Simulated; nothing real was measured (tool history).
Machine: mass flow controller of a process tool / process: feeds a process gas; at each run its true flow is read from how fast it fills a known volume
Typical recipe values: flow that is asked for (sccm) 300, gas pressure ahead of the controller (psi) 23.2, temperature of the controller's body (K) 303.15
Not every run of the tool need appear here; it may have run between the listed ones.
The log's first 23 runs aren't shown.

run	hour	flow that is asked for (sccm)	gas pressure ahead of the controller (psi)	temperature of the controller's body (K)	true flow (%)
24	1805.3	300	23.2	303.15	100.3
25	1851.8	62	23.2	311.15	98.41
26	1911.6	62	23.2	311.15	98.36
27	1984.5	146	23.2	307.15	99.83
28	2069.7	159	27.1	296.15	98.71
29	2135.1	222	34.2	307.15	100.35
30	2181.7	83	23.2	303.15	98.26
31	2275.9	300	30.5	302.15	100.24
32	2350	300	35.5	296.15	99.44
# hour 2356.1: controller's zero set anew
33	2446.8	300	35.5	296.15	99.35
34	2494.5	300	35.5	296.15	99.32
35	2591.8	317	35.5	302.15	99.98
# hour 2651.1: controller's zero set anew, once more
36	2662	466	23.2	302.15	101.08
37	2711.7	187	26.8	302.15	100.88
38	2800.6	240	26.8	302.15	100.83
39	2877.7	176	23.2	303.15	100.95
40	2986.2	176	23.2	303.15	100.96
41	3096.8	176	23.2	303.15	101.05
42	3192.6	300	31.5	303.15	100.98
43	3260.3	300	31.5	303.15	101.03
44	3317.3	113	23.2	303.15	100.7
45	3388.1	89	35.4	303.15	100.35
46	3486.7	89	35.4	303.15	100.22
47	3575.6	301	35.4	303.15	101.08

4 options for the next run, each taken on its own from the tool as it stands now. Forecast them:
A	3623.6	300	27	295.15	?
B	3623.6	180	23.2	303.15	?
C	3623.6	258	22.2	303.15	?
D	3623.6	301	35.4	307.15	?

run	true flow (%)
A	100.42
B	100.83
C	101.23
D	101.42
Stripped of hidden state, with their random variation kept, the same runs would have yielded:
run	true flow (%)
A	99.64
B	100.21
C	100.5
D	100.65

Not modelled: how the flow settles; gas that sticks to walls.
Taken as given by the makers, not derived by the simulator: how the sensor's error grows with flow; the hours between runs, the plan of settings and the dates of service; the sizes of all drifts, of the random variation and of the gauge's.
